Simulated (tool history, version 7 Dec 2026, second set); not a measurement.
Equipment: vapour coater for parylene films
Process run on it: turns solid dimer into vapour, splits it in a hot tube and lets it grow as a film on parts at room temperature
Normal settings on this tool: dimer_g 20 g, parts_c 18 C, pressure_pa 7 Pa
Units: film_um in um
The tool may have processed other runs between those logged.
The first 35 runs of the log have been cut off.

{"run": 36, "hour": 735.0, "dimer_g": 26, "parts_c": 23, "pressure_pa": 5.9, "film_um": 7.08}
{"run": 37, "hour": 757.2, "dimer_g": 26, "parts_c": 23, "pressure_pa": 5.9, "film_um": 7.28}
{"run": 38, "hour": 770.4, "dimer_g": 22, "parts_c": 18, "pressure_pa": 3, "film_um": 7.34}
{"run": 39, "hour": 800.0, "dimer_g": 20, "parts_c": 14, "pressure_pa": 4.87, "film_um": 7.25}
{"run": 40, "hour": 829.3, "dimer_g": 20, "parts_c": 14, "pressure_pa": 4.87, "film_um": 7.15}
{"run": 41, "hour": 849.4, "dimer_g": 20, "parts_c": 11, "pressure_pa": 10.31, "film_um": 7.44}
{"run": 42, "hour": 872.5, "dimer_g": 20, "parts_c": 26, "pressure_pa": 10.31, "film_um": 4.77}
{"hour": 891.2, "done": "table's thermometer calibrated"}
{"run": 43, "hour": 895.8, "dimer_g": 20, "parts_c": 26, "pressure_pa": 10.31, "film_um": 4.82}
{"run": 44, "hour": 909.7, "dimer_g": 11, "parts_c": 18, "pressure_pa": 7, "film_um": 3.43}
{"run": 45, "hour": 931.8, "dimer_g": 11, "parts_c": 18, "pressure_pa": 7, "film_um": 3.41}
{"run": 46, "hour": 961.5, "dimer_g": 11, "parts_c": 11, "pressure_pa": 3.95, "film_um": 4.44}
{"run": 47, "hour": 987.8, "dimer_g": 11, "parts_c": 11, "pressure_pa": 3.95, "film_um": 4.38}

3 ways to go on from here, each from the tool as it stands after run 47. What would each give?
{"run": "A", "hour": 1003.3, "dimer_g": 20, "parts_c": 14, "pressure_pa": 7, "film_um": "?"}
{"run": "B", "hour": 1003.3, "dimer_g": 11, "parts_c": 16, "pressure_pa": 5.98, "film_um": "?"}
{"run": "C", "hour": 1003.3, "dimer_g": 11, "parts_c": 12, "pressure_pa": 11.54, "film_um": "?"}

run=A film_um=7.01
run=B film_um=3.7
run=C film_um=3.92
Without the tool's hidden state the same runs would have given:
run=A film_um=7.54
run=B film_um=3.98
run=C film_um=4.22
